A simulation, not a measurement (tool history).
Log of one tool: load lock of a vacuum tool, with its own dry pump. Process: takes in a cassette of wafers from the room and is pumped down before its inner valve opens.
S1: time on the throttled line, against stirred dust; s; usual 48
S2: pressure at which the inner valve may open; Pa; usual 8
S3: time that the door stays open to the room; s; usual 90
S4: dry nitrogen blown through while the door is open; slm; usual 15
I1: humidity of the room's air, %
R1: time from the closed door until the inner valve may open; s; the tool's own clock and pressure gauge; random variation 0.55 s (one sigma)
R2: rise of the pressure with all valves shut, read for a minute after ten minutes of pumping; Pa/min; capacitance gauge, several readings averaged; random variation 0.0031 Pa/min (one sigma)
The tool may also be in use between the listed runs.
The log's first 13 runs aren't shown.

run	hour	S1	S2	S3	S4	I1	R1	R2
14	761.2	48	8	90	15	45.8	78.6	0.154
15	801.1	48	8	90	15	44.3	78.1	0.157
16	847.4	48	6	90	15	45.6	80.1	0.163
17	901.1	48	6	90	15	45.2	79.3	0.164
18	993.2	48	6	51	15	46.3	79.5	0.166
19	1043.8	48	16	51	6	45	76.3	0.178
20	1117.3	48	16	51	6	45.2	75.5	0.178
21	1208.4	48	16	51	6	42.9	75.1	0.186
22	1294.2	40	8	90	11	46.8	71.9	0.201
23	1370.3	40	8	90	11	45.8	71.9	0.204
24	1463.4	60	8	90	15	43.4	88.7	0.194
25	1501.2	44	13	30	14	46.8	73.1	0.183
26	1569.2	44	13	30	14	47.8	72.9	0.188
27	1655.3	58	9	90	15	43	85.2	0.209
28	1709	48	13	90	15	45.3	76.3	0.22
29	1786.5	86	8	84	6	45.9	109.9	0.244
30	1876.3	86	9	33	41	45.4	109	0.199
31	1960.7	33	11	56	26	45.2	65.2	0.221
32	2012.9	65	11	56	4	49.5	91.1	0.26
33	2099.8	48	8	90	15	43.7	78.6	0.253
34	2173.8	65	13	90	9	43	89.5	0.269
35	2217.1	48	8	90	15	42.1	78.9	0.262

3 ways to go on from here, each from the tool as it stands after run 35. What would each give?
A	2286.5	48	8	90	44	42.2	?	?
B	2286.5	44	7	118	15	43.9	?	?
C	2286.5	48	8	90	21	47.4	?	?

run	R1	R2
A	78.9	0.238
B	75.7	0.278
C	78.6	0.262
Without the tool's hidden state the same runs would have given:
run	R1	R2
A	77.7	0.037
B	74.5	0.075
C	77.5	0.06
